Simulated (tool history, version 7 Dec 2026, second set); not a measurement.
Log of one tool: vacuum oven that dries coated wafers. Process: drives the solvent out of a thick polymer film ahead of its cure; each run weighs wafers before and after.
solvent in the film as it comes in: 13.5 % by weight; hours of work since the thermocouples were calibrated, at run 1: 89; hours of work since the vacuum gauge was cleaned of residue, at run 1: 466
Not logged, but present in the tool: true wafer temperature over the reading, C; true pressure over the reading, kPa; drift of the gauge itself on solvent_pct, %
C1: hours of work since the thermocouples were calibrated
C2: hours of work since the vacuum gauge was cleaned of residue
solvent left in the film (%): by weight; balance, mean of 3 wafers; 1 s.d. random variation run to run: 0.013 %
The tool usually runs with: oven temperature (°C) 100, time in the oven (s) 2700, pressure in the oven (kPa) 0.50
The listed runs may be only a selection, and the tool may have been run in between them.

run 1 hour=0.0 | oven_temperature_(°C)=100 time_in_the_oven_(s)=2700 pressure_in_the_oven_(kPa)=0.50 | C1=89 C2=466 | solvent_left_in_the_film_(%)=0.57
run 2 hour=40.2 | oven_temperature_(°C)=100 time_in_the_oven_(s)=2700 pressure_in_the_oven_(kPa)=0.50 | C1=105 C2=482 | solvent_left_in_the_film_(%)=0.54
run 3 hour=93.1 | oven_temperature_(°C)=100 time_in_the_oven_(s)=2700 pressure_in_the_oven_(kPa)=0.50 | C1=126 C2=503 | solvent_left_in_the_film_(%)=0.58
run 4 hour=130.8 | oven_temperature_(°C)=100 time_in_the_oven_(s)=2700 pressure_in_the_oven_(kPa)=0.50 | C1=141 C2=518 | solvent_left_in_the_film_(%)=0.60
run 5 hour=201.2 | oven_temperature_(°C)=100 time_in_the_oven_(s)=2700 pressure_in_the_oven_(kPa)=1.82 | C1=170 C2=546 | solvent_left_in_the_film_(%)=1.10
run 6 hour=263.9 | oven_temperature_(°C)=100 time_in_the_oven_(s)=2700 pressure_in_the_oven_(kPa)=1.82 | C1=195 C2=571 | solvent_left_in_the_film_(%)=1.10
run 7 hour=297.4 | oven_temperature_(°C)=100 time_in_the_oven_(s)=2700 pressure_in_the_oven_(kPa)=0.50 | C1=208 C2=585 | solvent_left_in_the_film_(%)=0.60
run 8 hour=336.6 | oven_temperature_(°C)=100 time_in_the_oven_(s)=2700 pressure_in_the_oven_(kPa)=0.50 | C1=224 C2=601 | solvent_left_in_the_film_(%)=0.59
run 9 hour=377.4 | oven_temperature_(°C)=100 time_in_the_oven_(s)=2700 pressure_in_the_oven_(kPa)=0.50 | C1=240 C2=617 | solvent_left_in_the_film_(%)=0.60
run 10 hour=453.4 | oven_temperature_(°C)=100 time_in_the_oven_(s)=2700 pressure_in_the_oven_(kPa)=0.50 | C1=271 C2=647 | solvent_left_in_the_film_(%)=0.63
run 11 hour=511.9 | oven_temperature_(°C)=100 time_in_the_oven_(s)=2700 pressure_in_the_oven_(kPa)=0.50 | C1=294 C2=671 | solvent_left_in_the_film_(%)=0.64
run 12 hour=570.8 | oven_temperature_(°C)=100 time_in_the_oven_(s)=2700 pressure_in_the_oven_(kPa)=0.50 | C1=318 C2=694 | solvent_left_in_the_film_(%)=0.64
run 13 hour=610.0 | oven_temperature_(°C)=100 time_in_the_oven_(s)=2700 pressure_in_the_oven_(kPa)=0.50 | C1=333 C2=710 | solvent_left_in_the_film_(%)=0.63
run 14 hour=673.3 | oven_temperature_(°C)=100 time_in_the_oven_(s)=2700 pressure_in_the_oven_(kPa)=0.50 | C1=359 C2=735 | solvent_left_in_the_film_(%)=0.63
run 15 hour=733.4 | oven_temperature_(°C)=106 time_in_the_oven_(s)=2700 pressure_in_the_oven_(kPa)=0.50 | C1=383 C2=760 | solvent_left_in_the_film_(%)=0.32
run 16 hour=807.2 | oven_temperature_(°C)=100 time_in_the_oven_(s)=3900 pressure_in_the_oven_(kPa)=0.50 | C1=412 C2=789 | solvent_left_in_the_film_(%)=0.35
run 17 hour=876.2 | oven_temperature_(°C)=100 time_in_the_oven_(s)=3900 pressure_in_the_oven_(kPa)=0.50 | C1=440 C2=817 | solvent_left_in_the_film_(%)=0.36
run 18 hour=918.9 | oven_temperature_(°C)=102 time_in_the_oven_(s)=2700 pressure_in_the_oven_(kPa)=0.50 | C1=457 C2=834 | solvent_left_in_the_film_(%)=0.52

For run 19, what comes out?
run 19 hour=983.0 | oven_temperature_(°C)=101 time_in_the_oven_(s)=2760 pressure_in_the_oven_(kPa)=0.50 | C1=483 C2=860 | solvent_left_in_the_film_(%)=?

Run 19 measured solvent left in the film (%) 0.57.
On a tool with no hidden condition, and with the same random variation, this run would have come out at solvent left in the film (%) 0.47.
